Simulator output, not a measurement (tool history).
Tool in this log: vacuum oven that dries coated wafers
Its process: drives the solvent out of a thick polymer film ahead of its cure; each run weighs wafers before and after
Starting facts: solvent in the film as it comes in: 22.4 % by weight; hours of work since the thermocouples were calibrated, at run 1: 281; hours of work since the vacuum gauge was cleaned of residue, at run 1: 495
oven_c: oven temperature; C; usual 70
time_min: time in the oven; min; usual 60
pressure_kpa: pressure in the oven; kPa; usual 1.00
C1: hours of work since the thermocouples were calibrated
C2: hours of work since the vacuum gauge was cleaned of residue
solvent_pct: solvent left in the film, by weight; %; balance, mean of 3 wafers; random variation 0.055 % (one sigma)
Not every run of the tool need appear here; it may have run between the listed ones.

run 1 hour=0.0 | oven_c=70 time_min=60 pressure_kpa=1.00 | C1=281 C2=495 | solvent_pct=2.32
run 2 hour=54.3 | oven_c=70 time_min=60 pressure_kpa=1.00 | C1=323 C2=537 | solvent_pct=2.37
run 3 hour=103.1 | oven_c=83 time_min=60 pressure_kpa=1.00 | C1=360 C2=574 | solvent_pct=0.52
run 4 hour=135.1 | oven_c=75 time_min=60 pressure_kpa=1.00 | C1=384 C2=598 | solvent_pct=1.19
run 5 hour=182.8 | oven_c=75 time_min=60 pressure_kpa=1.00 | C1=420 C2=634 | solvent_pct=1.15
run 6 hour=222.7 | oven_c=70 time_min=60 pressure_kpa=1.00 | C1=451 C2=665 | solvent_pct=2.35
run 7 hour=271.1 | oven_c=70 time_min=60 pressure_kpa=3.28 | C1=487 C2=701 | solvent_pct=4.27
run 8 hour=301.2 | oven_c=70 time_min=60 pressure_kpa=1.00 | C1=510 C2=724 | solvent_pct=2.28
run 9 hour=337.8 | oven_c=70 time_min=60 pressure_kpa=1.00 | C1=538 C2=752 | solvent_pct=2.34
run 10 hour=376.4 | oven_c=70 time_min=81 pressure_kpa=1.00 | C1=568 C2=782 | solvent_pct=1.48
run 11 hour=429.1 | oven_c=70 time_min=81 pressure_kpa=1.00 | C1=608 C2=822 | solvent_pct=1.45
run 12 hour=477.2 | oven_c=70 time_min=81 pressure_kpa=1.00 | C1=644 C2=858 | solvent_pct=1.60
run 13 hour=532.7 | oven_c=70 time_min=81 pressure_kpa=1.00 | C1=686 C2=900 | solvent_pct=1.48
run 14 hour=556.2 | oven_c=70 time_min=81 pressure_kpa=1.00 | C1=704 C2=918 | solvent_pct=1.50
run 15 hour=606.9 | oven_c=70 time_min=93 pressure_kpa=0.58 | C1=743 C2=957 | solvent_pct=0.86
run 16 hour=651.8 | oven_c=78 time_min=60 pressure_kpa=3.44 | C1=777 C2=991 | solvent_pct=2.62
run 17 hour=679.6 | oven_c=70 time_min=88 pressure_kpa=0.53 | C1=798 C2=1012 | solvent_pct=0.92
run 18 hour=718.5 | oven_c=62 time_min=69 pressure_kpa=1.00 | C1=828 C2=1042 | solvent_pct=5.08
run 19 hour=761.6 | oven_c=62 time_min=69 pressure_kpa=1.00 | C1=860 C2=1074 | solvent_pct=4.98
run 20 hour=800.9 | oven_c=62 time_min=69 pressure_kpa=1.00 | C1=890 C2=1104 | solvent_pct=5.19
run 21 hour=837.7 | oven_c=62 time_min=69 pressure_kpa=1.00 | C1=918 C2=1132 | solvent_pct=5.16
run 22 hour=871.9 | oven_c=79 time_min=34 pressure_kpa=0.62 | C1=944 C2=1158 | solvent_pct=1.42
run 23 hour=928.6 | oven_c=70 time_min=42 pressure_kpa=1.47 | C1=987 C2=1201 | solvent_pct=4.30
run 24 hour=956.7 | oven_c=58 time_min=60 pressure_kpa=1.49 | C1=1009 C2=1223 | solvent_pct=8.90
run 25 hour=997.4 | oven_c=80 time_min=60 pressure_kpa=1.49 | C1=1040 C2=1254 | solvent_pct=0.97
-- hour=1011.3 oven's thermocouples calibrated
run 26 hour=1041.9 | oven_c=70 time_min=60 pressure_kpa=2.61 | C1=23 C2=1286 | solvent_pct=3.86
run 27 hour=1071.0 | oven_c=70 time_min=60 pressure_kpa=2.61 | C1=45 C2=1308 | solvent_pct=3.74
run 28 hour=1105.8 | oven_c=70 time_min=60 pressure_kpa=2.61 | C1=72 C2=1335 | solvent_pct=3.98

Predict each of these 3 candidate next runs independently; none follows another, all start after run 28:
run A hour=1144.8 | oven_c=70 time_min=60 pressure_kpa=1.39 | C1=101 C2=1364 | solvent_pct=?
run B hour=1144.8 | oven_c=78 time_min=60 pressure_kpa=2.35 | C1=101 C2=1364 | solvent_pct=?
run C hour=1144.8 | oven_c=78 time_min=60 pressure_kpa=1.00 | C1=101 C2=1364 | solvent_pct=?

run=A solvent_pct=2.57
run=B solvent_pct=1.82
run=C solvent_pct=0.93
With the hidden condition removed and each run's random variation left untouched, the same runs would have given:
run=A solvent_pct=2.56
run=B solvent_pct=1.81
run=C solvent_pct=0.93
